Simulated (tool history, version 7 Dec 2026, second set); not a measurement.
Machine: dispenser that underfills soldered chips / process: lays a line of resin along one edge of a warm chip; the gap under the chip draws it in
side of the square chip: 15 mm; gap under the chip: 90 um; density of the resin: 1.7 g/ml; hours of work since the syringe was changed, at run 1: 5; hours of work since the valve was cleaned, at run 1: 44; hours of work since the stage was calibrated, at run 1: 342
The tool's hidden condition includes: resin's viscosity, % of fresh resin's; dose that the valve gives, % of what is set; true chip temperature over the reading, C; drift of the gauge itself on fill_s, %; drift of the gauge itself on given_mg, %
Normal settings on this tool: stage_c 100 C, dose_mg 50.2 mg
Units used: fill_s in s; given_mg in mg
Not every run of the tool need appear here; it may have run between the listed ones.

| run | hour | stage_c | dose_mg | hours of work since the syringe was changed | hours of work since the valve was cleaned | hours of work since the stage was calibrated | fill_s | given_mg |
|---|---|---|---|---|---|---|---|---|
| 1 | 0.0 | 100 | 50.2 | 5 | 44 | 342 | 211.8 | 49.16 |
|  | 5.9 | new syringe of resin |
| 2 | 10.1 | 86 | 50.2 | 3 | 51 | 349 | 308.1 | 49.15 |
| 3 | 17.7 | 100 | 50.2 | 8 | 56 | 354 | 244.0 | 48.87 |
|  | 19.0 | new syringe of resin |
| 4 | 23.5 | 90 | 50.2 | 3 | 60 | 358 | 260.3 | 48.69 |
|  | 32.6 | new syringe of resin |
| 5 | 33.9 | 90 | 50.2 | 1 | 68 | 365 | 232.4 | 48.58 |
| 6 | 44.6 | 90 | 50.2 | 8 | 75 | 373 | 349.3 | 48.58 |
|  | 45.8 | new syringe of resin |
| 7 | 56.5 | 91 | 50.2 | 8 | 83 | 381 | 327.5 | 48.44 |
|  | 59.8 | new syringe of resin |
|  | 64.4 | dispensing valve cleaned and set on the balance |
| 8 | 69.7 | 100 | 50.2 | 6 | 4 | 390 | 216.2 | 49.95 |
|  | 74.0 | new syringe of resin |
| 9 | 79.3 | 100 | 46.0 | 4 | 10 | 396 | 191.5 | 45.71 |
|  | 87.6 | new syringe of resin |
| 10 | 88.4 | 100 | 46.0 | 1 | 17 | 403 | 160.1 | 45.51 |
| 11 | 99.5 | 100 | 46.0 | 8 | 24 | 410 | 243.0 | 45.31 |
|  | 101.0 | stage's temperature calibrated |
|  | 102.0 | new syringe of resin |
| 12 | 106.6 | 100 | 46.0 | 3 | 29 | 4 | 210.9 | 45.19 |
|  | 115.3 | new syringe of resin |
| 13 | 118.8 | 100 | 46.0 | 3 | 37 | 12 | 197.9 | 45.09 |
|  | 129.0 | new syringe of resin |
| 14 | 130.3 | 87 | 50.2 | 1 | 45 | 20 | 292.6 | 49.07 |
| 15 | 138.0 | 87 | 50.2 | 6 | 50 | 26 | 392.5 | 48.66 |
|  | 142.3 | new syringe of resin |
| 16 | 149.0 | 87 | 50.2 | 5 | 58 | 33 | 347.9 | 48.85 |
|  | 155.9 | new syringe of resin |
| 17 | 161.2 | 87 | 50.2 | 4 | 66 | 42 | 337.4 | 48.60 |
|  | 169.2 | new syringe of resin |
| 18 | 169.4 | 113 | 50.2 | 0 | 72 | 47 | 106.1 | 48.40 |
| 19 | 178.6 | 91 | 45.0 | 7 | 79 | 54 | 330.5 | 43.21 |
|  | 182.6 | new syringe of resin |
| 20 | 186.5 | 109 | 63.5 | 3 | 84 | 59 | 140.3 | 61.10 |
|  | 192.2 | dispensing valve cleaned and set on the balance |
| 21 | 193.9 | 115 | 50.2 | 7 | 1 | 64 | 147.5 | 50.25 |
|  | 196.7 | new syringe of resin |
| 22 | 202.5 | 115 | 52.5 | 4 | 7 | 70 | 124.1 | 52.40 |
| 23 | 208.6 | 110 | 64.1 | 8 | 11 | 74 | 180.1 | 63.95 |
|  | 210.5 | new syringe of resin |
| 24 | 216.0 | 104 | 64.1 | 4 | 16 | 79 | 169.3 | 63.78 |
| 25 | 221.7 | 93 | 53.8 | 8 | 20 | 83 | 317.1 | 53.41 |
|  | 224.1 | new syringe of resin |
| 26 | 228.0 | 93 | 53.8 | 3 | 25 | 87 | 240.3 | 53.22 |
|  | 238.1 | new syringe of resin |
| 27 | 238.1 | 115 | 54.5 | 0 | 32 | 94 | 97.2 | 53.75 |
| 28 | 249.8 | 96 | 45.7 | 8 | 40 | 102 | 309.9 | 44.86 |

Branching from run 28: 3 alternative next runs. What would each branch give?
|  | 251.7 | new syringe of resin |
| A | 257.8 | 97 | 47.4 | 4 | 45 | 108 | ? | ? |
|  | 251.7 | new syringe of resin |
| B | 257.8 | 111 | 45.7 | 4 | 45 | 108 | ? | ? |
|  | 251.7 | new syringe of resin |
| C | 257.8 | 104 | 43.5 | 4 | 45 | 108 | ? | ? |

| run | fill_s | given_mg |
|---|---|---|
| A | 233.4 | 46.34 |
| B | 143.9 | 44.79 |
| C | 193.4 | 42.71 |
What these runs would have given with no unlogged condition in the tool:
| run | fill_s | given_mg |
|---|---|---|
| A | 184.0 | 47.25 |
| B | 113.2 | 45.67 |
| C | 152.2 | 43.55 |
